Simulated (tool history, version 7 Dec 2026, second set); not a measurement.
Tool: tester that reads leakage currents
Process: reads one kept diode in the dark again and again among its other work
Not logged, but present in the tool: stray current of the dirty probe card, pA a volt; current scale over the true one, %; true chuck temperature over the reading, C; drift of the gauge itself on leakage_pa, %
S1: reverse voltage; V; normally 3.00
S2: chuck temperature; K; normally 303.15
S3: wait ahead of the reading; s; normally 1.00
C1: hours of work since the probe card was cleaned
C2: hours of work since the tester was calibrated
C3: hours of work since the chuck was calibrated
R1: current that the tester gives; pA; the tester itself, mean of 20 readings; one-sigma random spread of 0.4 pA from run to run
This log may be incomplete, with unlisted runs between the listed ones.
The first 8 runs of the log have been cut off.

run    hour     S1      S2    S3    C1    C2    C3       R1
  9  1332.2   3.00  330.15  4.88  1166  3109   707  1024.59
 10  1527.6   3.00  330.15  4.88  1276  3219   817  1018.95
 11  1632.1   3.00  330.15  4.88  1335  3278   876  1026.64
 12  1741.6   4.03  303.15  1.00  1397  3340   938   158.20
 13  1931.7   4.03  303.15  1.00  1504  3448  1045   158.28
 14  2107.2   4.03  303.15  1.00  1603  3547  1144   158.06
     2247.3  -- chuck's temperature calibrated
 15  2247.3   4.03  303.15  1.00  1681  3625     0   157.58
 16  2361.3  17.09  303.15  1.00  1745  3689    64   362.66
 17  2528.1   3.99  297.15  1.00  1840  3783   158    94.54
 18  2672.6  11.62  327.15  0.40  1921  3865   240  1804.99
 19  2799.2   2.05  327.15  8.11  1993  3936   311   669.77
 20  2974.8   2.05  327.15  8.11  2092  4035   411   666.97
 21  3090.6   2.05  327.15  8.11  2157  4101   476   664.15
     3258.3  -- tester calibrated
 22  3258.3   6.63  302.15  3.32  2251     0   569   192.56
 23  3397.0   6.63  302.15  3.32  2329    78   648   192.34
 24  3605.4   6.63  302.15  3.32  2447   196   765   192.80
 25  3709.2   6.63  302.15  3.32  2505   254   824   192.40
 26  3839.6   6.63  302.15  3.32  2579   328   898   192.53
 27  3982.7   1.26  316.15  1.64  2659   409   978   224.93
 28  4168.5   3.00  315.15  1.35  2764   514  1083   343.21
 29  4374.3   3.00  327.15  1.00  2881   630  1199   832.04
     4424.2  -- chuck's temperature calibrated
 30  4474.7   3.00  327.15  1.00  2936   685    28   830.00

5 ways to go on from here, each from the tool as it stands after run 30. What would each give?
     4577.8  -- probe card cleaned and baked
  A  4671.2  11.92  303.15  2.14  53  795  138   ?
     4577.8  -- probe card cleaned and baked
  B  4671.2   1.12  306.15  1.41  53  795  138   ?
     4577.8  -- probe card cleaned and baked
  C  4671.2   6.73  319.15  8.39  53  795  138   ?
     4577.8  -- probe card cleaned and baked
  D  4671.2   3.00  294.15  0.44  53  795  138   ?
     4577.8  -- probe card cleaned and baked
  E  4671.2   3.00  294.15  7.07  53  795  138   ?

run      R1
  A  293.00
  B   95.91
  C  736.08
  D   63.26
  E   61.15
Take away the tool's hidden state, keep each run's random variation, and the runs would have read:
run      R1
  A  292.96
  B   95.90
  C  735.99
  D   63.25
  E   61.14

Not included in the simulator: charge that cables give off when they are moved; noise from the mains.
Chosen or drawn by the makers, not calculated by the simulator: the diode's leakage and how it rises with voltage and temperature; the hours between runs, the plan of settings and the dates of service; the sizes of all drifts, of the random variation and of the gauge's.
